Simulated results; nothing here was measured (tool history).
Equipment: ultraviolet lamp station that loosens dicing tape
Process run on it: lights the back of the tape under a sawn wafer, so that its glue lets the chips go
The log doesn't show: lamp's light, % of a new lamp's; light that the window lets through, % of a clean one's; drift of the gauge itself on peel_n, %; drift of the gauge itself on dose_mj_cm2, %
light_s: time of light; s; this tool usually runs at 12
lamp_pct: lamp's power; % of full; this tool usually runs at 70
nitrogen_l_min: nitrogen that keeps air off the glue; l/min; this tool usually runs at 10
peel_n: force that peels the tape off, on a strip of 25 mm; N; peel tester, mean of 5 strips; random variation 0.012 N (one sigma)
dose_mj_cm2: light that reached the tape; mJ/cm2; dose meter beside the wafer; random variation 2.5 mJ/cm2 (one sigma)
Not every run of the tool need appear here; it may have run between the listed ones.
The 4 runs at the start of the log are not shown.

run    day  light_s  lamp_pct  nitrogen_l_min  hours of work of the lamp  hours of work since the window was cleaned  peel_n  dose_mj_cm2
  5  1.158       12        70               3                         38                                          12   1.354          285
  6  1.617       12        70               3                         43                                          17   1.307          284
  7  1.904       12        70               3                         46                                          21   1.353          287
  8  2.325       12        70              10                         51                                          25   0.585          283
  9  2.762       12        70              10                         56                                          31   0.570          285
 10  3.217       11        70              10                         62                                          36   0.696          257
 11  3.433       23        70              10                         64                                          38   0.163          539
 12  3.750       23        70              10                         68                                          42   0.152          536
 13  4.058       23        70              10                         71                                          46   0.173          539
 14  4.325       23        70              10                         74                                          49   0.160          529
 15  4.662       12        70              10                         78                                          53   0.603          277
 16  5.004       12        95              10                         82                                          57   0.336          377
 17  5.383       12        70               6                         87                                          61   0.904          276
 18  5.788       12        80               8                         92                                          66   0.582          320
 19  6.012        7        62               7                         94                                          68   1.866          145
 20  6.204        7        73               6                         96                                          71   1.703          171
 21  6.396       23        73              17                         99                                          73   0.117          552

Estimate the outcome of run 22 from the log above:
 22  6.675       23        73               4                        102                                          76       ?            ?

peel_n: 0.346 N
dose_mj_cm2: 557 mJ/cm2
Had the tool carried no hidden state, the very same run would have given peel_n 0.304 N, dose_mj_cm2 593 mJ/cm2.
